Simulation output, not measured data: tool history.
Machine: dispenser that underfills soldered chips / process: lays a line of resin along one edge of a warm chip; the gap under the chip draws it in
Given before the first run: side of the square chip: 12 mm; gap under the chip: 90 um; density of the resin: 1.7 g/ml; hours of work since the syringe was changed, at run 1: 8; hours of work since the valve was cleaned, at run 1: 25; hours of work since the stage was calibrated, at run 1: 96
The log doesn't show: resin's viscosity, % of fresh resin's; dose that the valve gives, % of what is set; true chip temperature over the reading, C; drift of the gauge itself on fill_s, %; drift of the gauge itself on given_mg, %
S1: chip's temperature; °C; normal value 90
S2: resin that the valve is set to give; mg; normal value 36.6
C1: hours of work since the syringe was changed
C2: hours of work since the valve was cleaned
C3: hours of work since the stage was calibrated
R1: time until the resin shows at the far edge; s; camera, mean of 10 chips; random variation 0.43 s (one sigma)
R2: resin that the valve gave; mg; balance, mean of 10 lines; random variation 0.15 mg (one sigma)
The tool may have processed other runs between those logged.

run 1 hour=0 | S1=90 S2=36.6 | C1=8 C2=25 C3=96 | R1=43 R2=36.01
-- hour=2.7 new syringe of resin
run 2 hour=6.9 | S1=90 S2=36.6 | C1=3 C2=29 C3=100 | R1=35.1 R2=35.85
run 3 hour=13.4 | S1=90 S2=32 | C1=7 C2=33 C3=104 | R1=41.1 R2=31.47
-- hour=19.1 new syringe of resin
run 4 hour=19.1 | S1=90 S2=32 | C1=0 C2=37 C3=107 | R1=32 R2=31.43
run 5 hour=24 | S1=90 S2=32 | C1=3 C2=40 C3=110 | R1=35.7 R2=31.3
run 6 hour=34.5 | S1=90 S2=32 | C1=9 C2=46 C3=117 | R1=45.9 R2=31.16
-- hour=35.6 new syringe of resin
run 7 hour=41.6 | S1=90 S2=38.9 | C1=4 C2=50 C3=121 | R1=35.7 R2=37.6
-- hour=52.2 new syringe of resin
run 8 hour=53.2 | S1=90 S2=41.7 | C1=1 C2=57 C3=128 | R1=32.2 R2=40.09
run 9 hour=61.3 | S1=90 S2=41.7 | C1=6 C2=62 C3=133 | R1=38.7 R2=40.26

Run 10, settings as shown, results not yet in. Your forecast:
-- hour=68.7 new syringe of resin
run 10 hour=71.4 | S1=90 S2=41.7 | C1=2 C2=68 C3=139 | R1=? R2=?

{"run 10": {"R1": 33.9, "R2": 40.06}}
Minus the tool's unlogged condition, the same run would have read R1 29.9 s, R2 41.78 mg.

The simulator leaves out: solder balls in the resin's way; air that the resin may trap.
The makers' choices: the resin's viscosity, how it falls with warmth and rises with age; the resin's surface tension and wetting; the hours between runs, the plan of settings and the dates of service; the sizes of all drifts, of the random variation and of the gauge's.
